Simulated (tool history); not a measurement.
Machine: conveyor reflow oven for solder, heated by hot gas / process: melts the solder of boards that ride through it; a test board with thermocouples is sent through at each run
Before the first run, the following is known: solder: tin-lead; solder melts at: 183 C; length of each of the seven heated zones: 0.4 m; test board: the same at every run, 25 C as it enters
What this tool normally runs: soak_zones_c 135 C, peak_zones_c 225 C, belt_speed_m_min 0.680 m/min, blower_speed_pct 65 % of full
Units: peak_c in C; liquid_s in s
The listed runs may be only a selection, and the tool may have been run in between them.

| run | day | soak_zones_c | peak_zones_c | belt_speed_m_min | blower_speed_pct | peak_c | liquid_s |
|---|---|---|---|---|---|---|---|
| 1 | 0.000 | 135 | 225 | 0.680 | 65 | 210.6 | 48.5 |
| 2 | 1.400 | 136 | 225 | 0.680 | 65 | 210.8 | 48.3 |
| 3 | 4.042 | 136 | 225 | 0.680 | 65 | 210.9 | 48.6 |
| 4 | 6.504 | 136 | 225 | 0.680 | 65 | 211.0 | 49.1 |
| 5 | 8.238 | 136 | 225 | 0.680 | 65 | 210.7 | 49.0 |
| 6 | 9.388 | 136 | 225 | 0.680 | 65 | 210.9 | 48.6 |
| 7 | 11.017 | 136 | 223 | 0.680 | 65 | 211.0 | 49.5 |
| 8 | 12.646 | 135 | 225 | 0.680 | 65 | 212.4 | 50.3 |
| 9 | 14.933 | 135 | 225 | 0.680 | 65 | 212.8 | 50.6 |
| 10 | 17.821 | 135 | 225 | 0.680 | 65 | 211.8 | 48.3 |
| 11 | 20.375 | 135 | 225 | 0.602 | 65 | 214.6 | 58.1 |
| 12 | 21.971 | 135 | 225 | 0.602 | 65 | 214.7 | 58.2 |
| 13 | 23.542 | 135 | 225 | 0.680 | 65 | 211.2 | 47.9 |
| 14 | 24.846 | 135 | 225 | 0.680 | 65 | 210.9 | 47.6 |
| 15 | 26.546 | 135 | 214 | 0.680 | 65 | 201.7 | 38.8 |
| 16 | 28.279 | 135 | 224 | 0.680 | 53 | 208.0 | 44.2 |
| 17 | 29.850 | 132 | 235 | 0.613 | 58 | 221.6 | 61.0 |
| 18 | 31.371 | 123 | 230 | 0.585 | 55 | 216.4 | 57.0 |
| 19 | 33.929 | 135 | 225 | 0.780 | 65 | 206.0 | 36.4 |
| 20 | 35.658 | 137 | 225 | 0.611 | 59 | 213.0 | 56.8 |
| 21 | 37.917 | 146 | 227 | 0.611 | 59 | 216.2 | 62.4 |
| 22 | 40.871 | 134 | 228 | 0.723 | 64 | 212.9 | 46.0 |
| 23 | 43.271 | 135 | 225 | 0.813 | 84 | 209.8 | 38.6 |
| 24 | 45.304 | 135 | 228 | 0.680 | 65 | 215.1 | 51.0 |
| 25 | 47.617 | 135 | 228 | 0.680 | 65 | 214.9 | 50.8 |
| 26 | 48.767 | 135 | 220 | 0.680 | 53 | 205.6 | 42.8 |
| 27 | 50.146 | 136 | 230 | 0.666 | 86 | 220.1 | 56.7 |
| 28 | 51.546 | 136 | 230 | 0.666 | 86 | 219.9 | 56.4 |
| 29 | 53.079 | 136 | 230 | 0.666 | 86 | 220.0 | 56.6 |
| 30 | 55.442 | 136 | 230 | 0.666 | 86 | 219.7 | 56.5 |

Not shown here: 4 entries made in the log between runs. Locate each between two listed runs and compare the hidden state at the listed run before it with the hidden state at the listed run after it:
Runs 2 to 3: belt drive overhauled, speed set with a stopwatch (day 2.396)
  heat that the gas passes to the board, % of a clean oven's: 93.3 -> 92.5; belt's true speed, % of the reading: 98.51 -> 97.58; true gas temperature in zones 6 and 7 over the reading, C: 0.51 -> 0.58
  measured result minus the result with no hidden state, peak_c: -0.4 -> -0.3 C; liquid_s: +0.1 -> +0.7 s
Runs 6 to 7: flux residue cleaned out of gas plates and filters (day 11.017)
  heat that the gas passes to the board, % of a clean oven's: 90.8 -> 100; belt's true speed, % of the reading: 97.43 -> 97.39; true gas temperature in zones 6 and 7 over the reading, C: 0.73 -> 0.77
  measured result minus the result with no hidden state, peak_c: -0.4 -> +1.4 C; liquid_s: +0.5 -> +2.7 s
Runs 9 to 10: belt drive overhauled, speed set with a stopwatch, once more (day 15.496)
  heat that the gas passes to the board, % of a clean oven's: 98.6 -> 97.6; belt's true speed, % of the reading: 97.29 -> 99.93; true gas temperature in zones 6 and 7 over the reading, C: 0.89 -> 0.96
  measured result minus the result with no hidden state, peak_c: +1.3 -> +0.4 C; liquid_s: +2.5 -> +0.3 s
Runs 21 to 22: flux residue cleaned out of gas plates and filters (day 40.375)
  heat that the gas passes to the board, % of a clean oven's: 90.9 -> 99.2; belt's true speed, % of the reading: 99.39 -> 99.3; true gas temperature in zones 6 and 7 over the reading, C: 1.51 -> 1.58
  measured result minus the result with no hidden state, peak_c: +0.1 -> +1.4 C; liquid_s: +0.0 -> +1.4 s
